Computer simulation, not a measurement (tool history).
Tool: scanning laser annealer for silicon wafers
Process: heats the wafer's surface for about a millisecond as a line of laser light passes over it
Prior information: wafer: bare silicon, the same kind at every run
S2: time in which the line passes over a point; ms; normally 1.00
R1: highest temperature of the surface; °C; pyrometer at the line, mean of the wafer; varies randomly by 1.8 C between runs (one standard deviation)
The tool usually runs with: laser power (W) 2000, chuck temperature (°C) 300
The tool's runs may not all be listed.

run 1 day=0.000 | laser_power_(W)=2000 S2=1.00 chuck_temperature_(°C)=300 | R1=1024
run 2 day=2.350 | laser_power_(W)=2000 S2=1.00 chuck_temperature_(°C)=300 | R1=1018
run 3 day=4.150 | laser_power_(W)=2000 S2=1.00 chuck_temperature_(°C)=300 | R1=1020
run 4 day=5.862 | laser_power_(W)=2000 S2=1.00 chuck_temperature_(°C)=300 | R1=1017
run 5 day=7.258 | laser_power_(W)=2000 S2=1.00 chuck_temperature_(°C)=333 | R1=1047
run 6 day=8.962 | laser_power_(W)=2000 S2=1.00 chuck_temperature_(°C)=333 | R1=1044
run 7 day=10.579 | laser_power_(W)=2000 S2=1.00 chuck_temperature_(°C)=333 | R1=1043
run 8 day=12.267 | laser_power_(W)=2000 S2=0.80 chuck_temperature_(°C)=300 | R1=928
run 9 day=14.458 | laser_power_(W)=2000 S2=1.00 chuck_temperature_(°C)=327 | R1=1032
run 10 day=15.442 | laser_power_(W)=2000 S2=1.00 chuck_temperature_(°C)=327 | R1=1026
run 11 day=17.200 | laser_power_(W)=1717 S2=1.00 chuck_temperature_(°C)=300 | R1=874
run 12 day=19.321 | laser_power_(W)=1717 S2=1.00 chuck_temperature_(°C)=300 | R1=869
run 13 day=21.196 | laser_power_(W)=1929 S2=1.00 chuck_temperature_(°C)=300 | R1=961
run 14 day=23.375 | laser_power_(W)=1986 S2=1.00 chuck_temperature_(°C)=300 | R1=987
run 15 day=25.567 | laser_power_(W)=1986 S2=1.00 chuck_temperature_(°C)=300 | R1=983
run 16 day=27.892 | laser_power_(W)=2116 S2=1.00 chuck_temperature_(°C)=300 | R1=1037
run 17 day=29.500 | laser_power_(W)=2000 S2=1.18 chuck_temperature_(°C)=300 | R1=1040
run 18 day=31.125 | laser_power_(W)=2000 S2=1.18 chuck_temperature_(°C)=300 | R1=1044
run 19 day=32.708 | laser_power_(W)=2000 S2=1.18 chuck_temperature_(°C)=300 | R1=1039
run 20 day=34.946 | laser_power_(W)=1767 S2=1.00 chuck_temperature_(°C)=300 | R1=873
run 21 day=36.592 | laser_power_(W)=1767 S2=1.23 chuck_temperature_(°C)=300 | R1=937
run 22 day=38.017 | laser_power_(W)=2034 S2=1.23 chuck_temperature_(°C)=300 | R1=1063
run 23 day=40.400 | laser_power_(W)=2034 S2=1.23 chuck_temperature_(°C)=300 | R1=1057
run 24 day=41.862 | laser_power_(W)=1783 S2=0.95 chuck_temperature_(°C)=268 | R1=826
run 25 day=42.971 | laser_power_(W)=1860 S2=1.00 chuck_temperature_(°C)=289 | R1=895
run 26 day=45.262 | laser_power_(W)=1860 S2=0.74 chuck_temperature_(°C)=289 | R1=803
run 27 day=47.688 | laser_power_(W)=2122 S2=1.13 chuck_temperature_(°C)=294 | R1=1039
run 28 day=49.654 | laser_power_(W)=2127 S2=1.12 chuck_temperature_(°C)=277 | R1=1018
run 29 day=51.279 | laser_power_(W)=2127 S2=1.12 chuck_temperature_(°C)=277 | R1=1017
run 30 day=52.867 | laser_power_(W)=1991 S2=1.03 chuck_temperature_(°C)=273 | R1=993
run 31 day=54.829 | laser_power_(W)=1868 S2=0.97 chuck_temperature_(°C)=300 | R1=938
run 32 day=56.308 | laser_power_(W)=1868 S2=0.97 chuck_temperature_(°C)=300 | R1=936
run 33 day=58.179 | laser_power_(W)=1863 S2=1.04 chuck_temperature_(°C)=310 | R1=962
run 34 day=59.838 | laser_power_(W)=1952 S2=1.01 chuck_temperature_(°C)=310 | R1=991
run 35 day=61.446 | laser_power_(W)=1952 S2=1.01 chuck_temperature_(°C)=310 | R1=990
run 36 day=63.204 | laser_power_(W)=1952 S2=1.01 chuck_temperature_(°C)=310 | R1=983
run 37 day=65.412 | laser_power_(W)=1922 S2=1.00 chuck_temperature_(°C)=316 | R1=971
run 38 day=66.712 | laser_power_(W)=1966 S2=1.20 chuck_temperature_(°C)=279 | R1=1020
run 39 day=68.871 | laser_power_(W)=1966 S2=1.20 chuck_temperature_(°C)=279 | R1=1019
run 40 day=71.096 | laser_power_(W)=1940 S2=0.80 chuck_temperature_(°C)=279 | R1=867
run 41 day=72.633 | laser_power_(W)=1981 S2=1.07 chuck_temperature_(°C)=324 | R1=1020
run 42 day=74.183 | laser_power_(W)=2139 S2=1.05 chuck_temperature_(°C)=289 | R1=1050

Missing from the log above: 2 entries noted between runs. For each, name the pair of listed runs it sits between and say how the tool's hidden condition differs from the listed run just before to the listed run just after:
After run 26, before run 27: window over the wafer cleaned (day 46.300)
  light that passes the window, % of a clean one's: 94.21 -> 92.71; laser's true power over the reading, %: -0.58 -> -0.6; width of the line over the set one, %: 1.89 -> 1.97
  difference, measured minus the result without the unlogged condition, R1: -55 -> -97 °C
After run 29, before run 30: window over the wafer cleaned, once more (day 52.867)
  light that passes the window, % of a clean one's: 92.25 -> 99.77; laser's true power over the reading, %: -0.63 -> -0.64; width of the line over the set one, %: 2.08 -> 2.13
  difference, measured minus the result without the unlogged condition, R1: -102 -> -20 °C
